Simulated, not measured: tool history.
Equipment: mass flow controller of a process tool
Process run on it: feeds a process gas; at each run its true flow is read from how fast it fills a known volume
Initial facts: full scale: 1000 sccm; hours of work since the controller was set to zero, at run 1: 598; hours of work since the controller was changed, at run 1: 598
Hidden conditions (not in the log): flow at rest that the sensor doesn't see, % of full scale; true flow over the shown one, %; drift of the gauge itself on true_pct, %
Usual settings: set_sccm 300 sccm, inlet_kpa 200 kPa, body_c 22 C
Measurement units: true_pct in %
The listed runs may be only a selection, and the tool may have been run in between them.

run	hour	set_sccm	inlet_kpa	body_c	hours of work since the controller was set to zero	hours of work since the controller was changed	true_pct
1	0.0	300	200	22	598	598	100.07
2	77.2	741	200	22	625	625	99.91
3	126.8	741	200	27	642	642	99.76
4	192.0	158	200	22	664	664	100.73
5	234.6	158	200	22	679	679	100.67
6	296.2	158	200	24	700	700	100.77
7	356.3	158	200	24	721	721	100.65
8	400.0	219	200	22	736	736	100.37
9	434.8	300	200	22	748	748	100.11
10	509.2	300	224	22	774	774	100.27
11	572.0	300	224	22	795	795	100.48
12	650.2	111	200	22	822	822	101.58
13	692.0	111	200	22	836	836	101.46
14	724.7	111	200	22	848	848	101.58
15	794.7	111	200	22	872	872	101.69
16	852.1	111	200	22	891	891	101.69
17	900.9	111	200	22	908	908	101.76
18	959.9	111	200	22	929	929	101.80
19	997.6	111	200	22	941	941	101.84
20	1064.7	111	200	22	965	965	102.03
21	1121.2	111	200	22	984	984	101.96
22	1168.2	111	200	22	1000	1000	101.91
23	1242.6	186	243	35	1026	1026	100.88
24	1313.4	186	243	23	1050	1050	101.10
25	1355.5	300	199	31	1065	1065	100.21
26	1406.7	364	271	21	1082	1082	100.66
27	1440.7	137	200	30	1094	1094	101.43
28	1518.2	137	200	30	1121	1121	101.50
# hour 1524.0: controller's zero set anew
29	1555.5	217	168	30	11	1133	101.26
30	1614.6	349	229	20	31	1153	100.96
31	1657.0	262	229	20	46	1168	101.45
32	1709.6	339	176	30	64	1186	100.40
33	1767.7	732	208	37	84	1206	99.96
34	1824.7	325	200	22	103	1226	100.84
35	1878.6	325	200	22	122	1244	100.92
36	1913.3	325	200	29	134	1256	100.88
# hour 1930.1: controller's zero set anew, once more
37	1953.9	121	236	29	8	1270	99.84
38	2032.2	193	236	25	35	1297	99.67
39	2097.4	311	174	26	58	1319	99.37
40	2172.9	311	174	26	83	1345	99.29
41	2216.9	102	174	27	99	1360	99.90
42	2285.1	532	200	28	122	1384	99.25
43	2354.2	656	178	30	146	1408	99.29
44	2420.8	656	178	30	169	1431	99.25

Run by run, hidden condition taken away, random variation retained:
run	true_pct
1	99.71
2	99.91
3	99.77
4	99.70
5	99.63
6	99.69
7	99.54
8	99.64
9	99.65
10	99.80
11	99.99
12	99.65
13	99.49
14	99.59
15	99.63
16	99.58
17	99.61
18	99.60
19	99.61
20	99.74
21	99.63
22	99.54
23	99.59
24	99.78
25	99.55
26	100.18
27	99.41
28	99.43
29	99.32
30	99.91
31	99.89
32	99.29
33	99.70
34	99.64
35	99.71
36	99.66
37	99.70
38	99.73
39	99.59
40	99.49
41	99.40
42	99.59
43	99.66
44	99.61
